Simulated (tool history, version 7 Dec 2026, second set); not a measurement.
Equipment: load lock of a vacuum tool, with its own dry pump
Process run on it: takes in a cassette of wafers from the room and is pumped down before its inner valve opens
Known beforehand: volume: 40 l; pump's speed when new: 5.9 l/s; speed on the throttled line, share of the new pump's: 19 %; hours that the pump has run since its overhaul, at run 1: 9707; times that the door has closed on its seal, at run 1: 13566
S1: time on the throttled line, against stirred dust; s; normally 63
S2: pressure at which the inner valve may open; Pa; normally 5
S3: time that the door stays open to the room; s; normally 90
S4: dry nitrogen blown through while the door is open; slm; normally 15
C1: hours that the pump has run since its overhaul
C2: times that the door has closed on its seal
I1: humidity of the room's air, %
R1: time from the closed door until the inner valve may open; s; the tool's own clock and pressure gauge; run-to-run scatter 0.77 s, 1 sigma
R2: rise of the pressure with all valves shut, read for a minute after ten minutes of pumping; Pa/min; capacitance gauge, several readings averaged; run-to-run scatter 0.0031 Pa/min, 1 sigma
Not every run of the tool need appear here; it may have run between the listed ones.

Run 1, hour 0.0: usual settings; C1 9707; C2 13566; I1 44.1. Result: R1 129.0 s, R2 0.078 Pa/min.
Run 2, hour 185.8: usual settings; C1 9892; C2 13904; I1 47.1. Result: R1 130.6 s, R2 0.085 Pa/min.
Run 3, hour 451.3: usual settings; C1 10158; C2 14388; I1 45.9. Result: R1 130.4 s, R2 0.081 Pa/min.
Run 4, hour 700.1: usual settings; C1 10407; C2 14841; I1 47.4. Result: R1 132.2 s, R2 0.085 Pa/min.
Run 5, hour 952.9: usual settings; C1 10659; C2 15302; I1 43.7. Result: R1 130.6 s, R2 0.076 Pa/min.
Run 6, hour 1247.4: usual settings; C1 10954; C2 15838; I1 42.4. Result: R1 132.5 s, R2 0.080 Pa/min.
Run 7, hour 1629.6: usual settings but S4 25 slm; C1 11336; C2 16535; I1 43.2. Result: R1 130.7 s, R2 0.076 Pa/min.
Run 8, hour 1914.5: usual settings; C1 11621; C2 17054; I1 45.8. Result: R1 131.8 s, R2 0.089 Pa/min.

Run 9, settings as shown, results not yet in. Your forecast:
Run 9, hour 2283.4: usual settings but S3 168 s; C1 11990; C2 17726; I1 48.9. Result: R1 ?, R2 ?.

Run 9 measured R1 134.3 s, R2 0.134 Pa/min.
Minus the tool's unlogged condition, the same run would have read R1 119.6 s, R2 0.114 Pa/min.

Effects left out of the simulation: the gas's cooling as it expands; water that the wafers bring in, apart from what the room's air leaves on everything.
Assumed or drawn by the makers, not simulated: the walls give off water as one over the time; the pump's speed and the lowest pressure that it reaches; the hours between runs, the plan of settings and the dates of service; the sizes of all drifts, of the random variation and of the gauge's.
